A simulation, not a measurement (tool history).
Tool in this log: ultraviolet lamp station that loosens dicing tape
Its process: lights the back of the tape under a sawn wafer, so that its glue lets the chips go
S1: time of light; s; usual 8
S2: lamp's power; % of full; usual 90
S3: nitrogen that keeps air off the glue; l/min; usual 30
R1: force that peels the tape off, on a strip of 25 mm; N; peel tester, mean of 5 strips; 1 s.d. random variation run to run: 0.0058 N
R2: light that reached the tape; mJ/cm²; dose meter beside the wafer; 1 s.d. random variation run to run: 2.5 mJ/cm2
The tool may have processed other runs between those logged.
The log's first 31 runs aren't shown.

run     day  S1  S2  S3     R1   R2
 32  42.825  11  67  23  0.204  271
 33  44.346   9  73  18  0.282  235
 34  45.450   9  64  27  0.337  207
 35  46.771   9  64  27  0.344  204
 36  48.375   9  86  50  0.161  277
 37  49.979   9  96  50  0.129  304
 38  50.825   4  90  30  0.972  128
 39  51.867   4  90  30  0.995  128
 40  53.121  10  63  50  0.240  220
 41  54.688  10  63  50  0.229  217
 42  56.179   7  63  15  0.922  151
 43  57.267   6  88   9  0.814  179

3 ways to go on from here, each from the tool as it stands after run 43. What would each give?
  A  58.588  11  90  38   ?   ?
  B  58.588   6  98  12   ?   ?
  C  58.588  11  64  55   ?   ?

run     R1   R2
  A  0.129  337
  B  0.575  200
  C  0.187  237
What these runs would have given with no unlogged condition in the tool:
run     R1   R2
  A  0.116  429
  B  0.328  254
  C  0.134  303

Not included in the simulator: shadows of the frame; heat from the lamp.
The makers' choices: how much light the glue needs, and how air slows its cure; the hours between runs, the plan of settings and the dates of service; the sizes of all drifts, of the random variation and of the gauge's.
